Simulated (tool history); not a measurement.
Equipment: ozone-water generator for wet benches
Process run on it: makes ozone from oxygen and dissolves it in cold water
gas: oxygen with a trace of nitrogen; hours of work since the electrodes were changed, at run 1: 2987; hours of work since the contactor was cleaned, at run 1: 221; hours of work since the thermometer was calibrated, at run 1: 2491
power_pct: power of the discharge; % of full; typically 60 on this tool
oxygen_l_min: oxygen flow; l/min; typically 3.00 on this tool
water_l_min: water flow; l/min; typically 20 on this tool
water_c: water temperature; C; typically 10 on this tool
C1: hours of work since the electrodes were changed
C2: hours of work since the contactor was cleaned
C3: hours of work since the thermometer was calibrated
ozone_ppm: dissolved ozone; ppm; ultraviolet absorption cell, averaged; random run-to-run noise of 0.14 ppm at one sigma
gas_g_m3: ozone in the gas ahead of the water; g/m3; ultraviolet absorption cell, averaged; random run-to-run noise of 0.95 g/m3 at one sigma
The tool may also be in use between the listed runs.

Run 1, day 0.000: usual settings; C1 2987; C2 221; C3 2491. Result: ozone_ppm 15.3 ppm, gas_g_m3 160.7 g/m3.
Run 2, day 1.983: usual settings but power_pct 79 % of full; C1 3032; C2 266; C3 2536. Result: ozone_ppm 18.6 ppm, gas_g_m3 195.5 g/m3.
Run 3, day 4.908: usual settings but water_c 18 C; C1 3099; C2 333; C3 2603. Result: ozone_ppm 14.2 ppm, gas_g_m3 160.0 g/m3.
Run 4, day 7.983: usual settings but water_c 18 C; C1 3170; C2 404; C3 2674. Result: ozone_ppm 14.2 ppm, gas_g_m3 159.6 g/m3.
Run 5, day 9.483: usual settings but water_l_min 24 l/min; C1 3204; C2 438; C3 2708. Result: ozone_ppm 12.7 ppm, gas_g_m3 160.3 g/m3.
Run 6, day 12.000: usual settings but power_pct 78 % of full; C1 3262; C2 496; C3 2766. Result: ozone_ppm 18.4 ppm, gas_g_m3 194.4 g/m3.
Run 7, day 14.538: usual settings; C1 3320; C2 554; C3 2824. Result: ozone_ppm 15.2 ppm, gas_g_m3 158.6 g/m3.
Run 8, day 16.067: usual settings but water_l_min 14 l/min; C1 3355; C2 589; C3 2859. Result: ozone_ppm 20.6 ppm, gas_g_m3 160.2 g/m3.
Run 9, day 18.304: usual settings but water_l_min 14 l/min; C1 3406; C2 640; C3 2910. Result: ozone_ppm 20.7 ppm, gas_g_m3 160.4 g/m3.
Run 10, day 20.746: usual settings but water_l_min 15 l/min; C1 3462; C2 696; C3 2966. Result: ozone_ppm 19.8 ppm, gas_g_m3 159.0 g/m3.
Run 11, day 22.717: usual settings; C1 3507; C2 741; C3 3011. Result: ozone_ppm 14.8 ppm, gas_g_m3 159.6 g/m3.
Run 12, day 25.088: usual settings; C1 3562; C2 796; C3 3066. Result: ozone_ppm 15.4 ppm, gas_g_m3 159.9 g/m3.
Run 13, day 26.925: usual settings; C1 3604; C2 838; C3 3108. Result: ozone_ppm 15.3 ppm, gas_g_m3 158.4 g/m3.
Run 14, day 28.738: usual settings but water_c 11 C; C1 3645; C2 879; C3 3149. Result: ozone_ppm 15.3 ppm, gas_g_m3 158.9 g/m3.
Run 15, day 31.583: usual settings but power_pct 79 % of full, water_c 11 C; C1 3711; C2 945; C3 3214. Result: ozone_ppm 18.7 ppm, gas_g_m3 194.8 g/m3.
Run 16, day 34.071: usual settings but power_pct 79 % of full, water_c 11 C; C1 3768; C2 1002; C3 3272. Result: ozone_ppm 18.6 ppm, gas_g_m3 193.8 g/m3.
Run 17, day 37.521: usual settings; C1 3847; C2 1081; C3 3351. Result: ozone_ppm 15.3 ppm, gas_g_m3 157.8 g/m3.
Run 18, day 39.617: usual settings; C1 3895; C2 1129; C3 3399. Result: ozone_ppm 15.2 ppm, gas_g_m3 159.6 g/m3.
Run 19, day 41.962: usual settings but power_pct 44 % of full, oxygen_l_min 4.12 l/min, water_l_min 21 l/min, water_c 15 C; C1 3949; C2 1182; C3 3452. Result: ozone_ppm 11.8 ppm, gas_g_m3 108.6 g/m3.
Run 20, day 44.596: usual settings but power_pct 44 % of full, oxygen_l_min 4.12 l/min, water_l_min 21 l/min, water_c 15 C; C1 4009; C2 1243; C3 3513. Result: ozone_ppm 12.0 ppm, gas_g_m3 108.0 g/m3.
Run 21, day 46.067: usual settings but power_pct 44 % of full, oxygen_l_min 4.12 l/min, water_l_min 21 l/min, water_c 15 C; C1 4043; C2 1276; C3 3546. Result: ozone_ppm 11.5 ppm, gas_g_m3 108.6 g/m3.
Run 22, day 47.767: usual settings but water_l_min 29 l/min, water_c 7 C; C1 4082; C2 1316; C3 3585. Result: ozone_ppm 10.8 ppm, gas_g_m3 158.2 g/m3.
Run 23, day 50.596: usual settings but power_pct 47 % of full, oxygen_l_min 2.27 l/min; C1 4147; C2 1380; C3 3650. Result: ozone_ppm 11.7 ppm, gas_g_m3 150.8 g/m3.
Run 24, day 53.408: usual settings but oxygen_l_min 2.06 l/min, water_l_min 22 l/min; C1 4211; C2 1445; C3 3715. Result: ozone_ppm 12.4 ppm, gas_g_m3 190.7 g/m3.
Run 25, day 56.300: usual settings but oxygen_l_min 2.06 l/min, water_l_min 22 l/min; C1 4277; C2 1511; C3 3781. Result: ozone_ppm 12.3 ppm, gas_g_m3 190.0 g/m3.
Run 26, day 58.329: usual settings but power_pct 75 % of full, water_c 9 C; C1 4324; C2 1558; C3 3828. Result: ozone_ppm 17.9 ppm, gas_g_m3 184.1 g/m3.
Run 27, day 60.233: usual settings but oxygen_l_min 1.96 l/min; C1 4367; C2 1601; C3 3871. Result: ozone_ppm 13.4 ppm, gas_g_m3 192.3 g/m3.
Run 28, day 62.792: usual settings but oxygen_l_min 1.96 l/min; C1 4426; C2 1660; C3 3930. Result: ozone_ppm 13.5 ppm, gas_g_m3 194.8 g/m3.
Run 29, day 66.371: usual settings but power_pct 79 % of full, oxygen_l_min 2.63 l/min, water_l_min 29 l/min; C1 4508; C2 1742; C3 4012. Result: ozone_ppm 12.0 ppm, gas_g_m3 203.3 g/m3.
Run 30, day 69.371: usual settings but power_pct 79 % of full, oxygen_l_min 2.63 l/min, water_l_min 18 l/min; C1 4577; C2 1811; C3 4081. Result: ozone_ppm 19.8 ppm, gas_g_m3 203.8 g/m3.
Run 31, day 72.588: usual settings but power_pct 79 % of full, oxygen_l_min 2.63 l/min, water_l_min 18 l/min; C1 4651; C2 1884; C3 4154. Result: ozone_ppm 20.0 ppm, gas_g_m3 203.2 g/m3.
Run 32, day 74.950: usual settings but power_pct 79 % of full, oxygen_l_min 2.63 l/min, water_l_min 32 l/min; C1 4705; C2 1939; C3 4208. Result: ozone_ppm 10.9 ppm, gas_g_m3 202.3 g/m3.
Run 33, day 78.529: usual settings but power_pct 79 % of full, oxygen_l_min 2.63 l/min, water_l_min 32 l/min; C1 4787; C2 2021; C3 4291. Result: ozone_ppm 10.7 ppm, gas_g_m3 202.9 g/m3.

How would selected steps in gas_g_m3 from run to run divide? Give the signed amount a tool lacking its hidden state would still show from settings, what came in and random variation, and the signed amount left for the hidden state, including any gauge scatter that is not in both of the compared results.
Unlogged tool condition in this case: yield of the discharge, % of new electrodes'; contactor's efficiency, % of a clean one's; true water temperature over the reading, C; drift of the gauge itself on ozone_ppm, %; drift of the gauge itself on gas_g_m3, %.
Run 18 -> 19: power_pct 60 -> 44, oxygen_l_min 3.00 -> 4.12, water_l_min 20 -> 21, water_c 10 -> 15. gas_g_m3 -51.0 g/m3: hidden state +0.6, all else -51.6.
Run 21 -> 22: power_pct 44 -> 60, oxygen_l_min 4.12 -> 3.00, water_l_min 21 -> 29, water_c 15 -> 7. gas_g_m3 +49.6 g/m3: hidden state -0.7, all else +50.3.
Run 23 -> 24: power_pct 47 -> 60, oxygen_l_min 2.27 -> 2.06, water_l_min 20 -> 22. gas_g_m3 +39.9 g/m3: hidden state -0.8, all else +40.7.
